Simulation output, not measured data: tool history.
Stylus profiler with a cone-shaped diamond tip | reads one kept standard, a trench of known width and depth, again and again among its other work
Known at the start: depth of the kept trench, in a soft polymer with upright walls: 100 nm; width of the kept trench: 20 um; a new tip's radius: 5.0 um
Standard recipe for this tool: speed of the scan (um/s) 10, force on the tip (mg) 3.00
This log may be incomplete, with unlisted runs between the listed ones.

| run | day | speed of the scan (um/s) | force on the tip (mg) | depth of the trench (Å) | width of the trench's floor (µm) |
|---|---|---|---|---|---|
| 1 | 0.000 | 10 | 3.00 | 1011.99 | 17.93 |
| 2 | 2.050 | 10 | 3.00 | 1011.98 | 17.95 |
| 3 | 5.383 | 10 | 3.00 | 1012.04 | 17.91 |
| 4 | 8.333 | 17 | 3.00 | 1012.20 | 17.98 |
| 5 | 10.396 | 17 | 3.00 | 1011.94 | 17.93 |
| 6 | 13.058 | 17 | 3.00 | 1012.09 | 17.93 |
| 7 | 15.583 | 17 | 3.00 | 1012.15 | 17.96 |
| 8 | 17.717 | 17 | 3.00 | 1012.20 | 17.95 |
| 9 | 19.567 | 35 | 8.67 | 1024.58 | 17.87 |
|  | 20.900 | height scale calibrated on a step standard |
| 10 | 22.396 | 22 | 4.91 | 1016.84 | 17.96 |
| 11 | 24.554 | 5 | 1.43 | 1007.39 | 18.00 |
| 12 | 27.800 | 5 | 1.43 | 1007.33 | 17.99 |
| 13 | 29.325 | 5 | 1.43 | 1007.30 | 17.99 |
| 14 | 31.221 | 5 | 6.17 | 1019.55 | 18.03 |
| 15 | 34.183 | 16 | 8.27 | 1023.74 | 17.96 |
| 16 | 36.796 | 2 | 1.22 | 1006.68 | 18.03 |

What if the next run were any one of these 5? Each begins from the tool's condition after run 16:
| A | 40.083 | 5 | 2.76 | ? | ? |
| B | 40.083 | 11 | 7.53 | ? | ? |
| C | 40.083 | 7 | 1.99 | ? | ? |
| D | 40.083 | 4 | 4.92 | ? | ? |
| E | 40.083 | 21 | 7.46 | ? | ? |

| run | depth of the trench (Å) | width of the trench's floor (µm) |
|---|---|---|
| A | 1011.40 | 17.95 |
| B | 1022.27 | 17.91 |
| C | 1009.10 | 17.99 |
| D | 1016.79 | 18.03 |
| E | 1022.11 | 17.95 |
What these runs would have given with no unlogged condition in the tool:
| run | depth of the trench (Å) | width of the trench's floor (µm) |
|---|---|---|
| A | 1011.39 | 17.97 |
| B | 1022.26 | 17.93 |
| C | 1009.10 | 18.01 |
| D | 1016.78 | 18.05 |
| E | 1022.10 | 17.97 |
